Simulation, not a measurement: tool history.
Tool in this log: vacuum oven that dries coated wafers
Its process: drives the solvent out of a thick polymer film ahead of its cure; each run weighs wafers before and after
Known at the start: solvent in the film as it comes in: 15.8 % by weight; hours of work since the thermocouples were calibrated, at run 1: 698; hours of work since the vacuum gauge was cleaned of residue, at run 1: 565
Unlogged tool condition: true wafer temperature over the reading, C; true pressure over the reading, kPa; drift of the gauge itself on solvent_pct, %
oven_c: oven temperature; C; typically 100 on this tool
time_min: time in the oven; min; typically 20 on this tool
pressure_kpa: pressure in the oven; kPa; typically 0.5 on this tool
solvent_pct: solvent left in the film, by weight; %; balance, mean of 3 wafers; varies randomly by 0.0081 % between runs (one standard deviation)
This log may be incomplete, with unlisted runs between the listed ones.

run	day	oven_c	time_min	pressure_kpa	hours of work since the thermocouples were calibrated	hours of work since the vacuum gauge was cleaned of residue	solvent_pct
1	0	100	20	0.5	698	565	2.958
2	0.404	93	20	0.5	705	572	4.497
3	1.196	93	20	0.5	719	587	4.508
4	1.654	93	20	0.5	727	595	4.505
5	2.262	93	20	0.5	738	606	4.498
6	2.908	93	20	0.5	750	617	4.501
7	3.679	100	20	0.5	764	631	2.946
8	4.104	100	20	0.5	771	639	2.942
9	4.571	100	20	0.5	780	647	2.933
10	5.017	100	20	0.5	788	655	2.945
11	5.771	100	20	0.5	801	669	2.94
12	6.429	100	20	0.5	813	680	2.941
13	7.342	100	20	0.5	829	697	2.939
14	7.917	100	20	0.5	840	707	2.934
15	8.712	91	20	0.5	854	721	4.962
16	9.292	100	26	0.5	864	732	2.083
17	9.996	100	26	0.5	877	744	2.089
18	10.896	100	26	0.5	893	761	2.084
19	11.812	91	26	0.799	910	777	4.352
20	12.392	108	20	0.416	920	787	1.524
21	13.054	108	20	0.416	932	799	1.521
22	13.942	108	20	0.7	948	815	1.82
23	14.65	107	14	0.423	960	828	2.793
24	15.442	107	20	0.943	975	842	2.21
25	16.021	95	14	0.422	985	852	5.402
26	16.75	87	20	0.5	998	866	5.934
27	17.217	104	33	0.5	1007	874	1.142
28	18.017	104	33	0.5	1021	888	1.158
29	18.629	96	23	0.717	1032	899	3.51
# day 19.208: oven's thermocouples calibrated
30	19.542	90	23	0.614	6	914	5.463
31	20.408	90	23	0.614	21	930	5.437
32	21.329	104	23	1.607	38	946	3.575
33	22.167	104	24	0.392	53	961	1.951

Predict each of these 4 candidate next runs independently; none follows another, all start after run 33:
A	22.846	100	20	1.102	65	973	?
B	22.846	102	24	0.571	65	973	?
C	22.846	109	20	0.5	65	973	?
D	22.846	100	24	0.392	65	973	?

run	solvent_pct
A	4.234
B	2.507
C	1.818
D	2.641
Without the tool's hidden state the same runs would have given:
run	solvent_pct
A	3.978
B	2.256
C	1.616
D	2.378
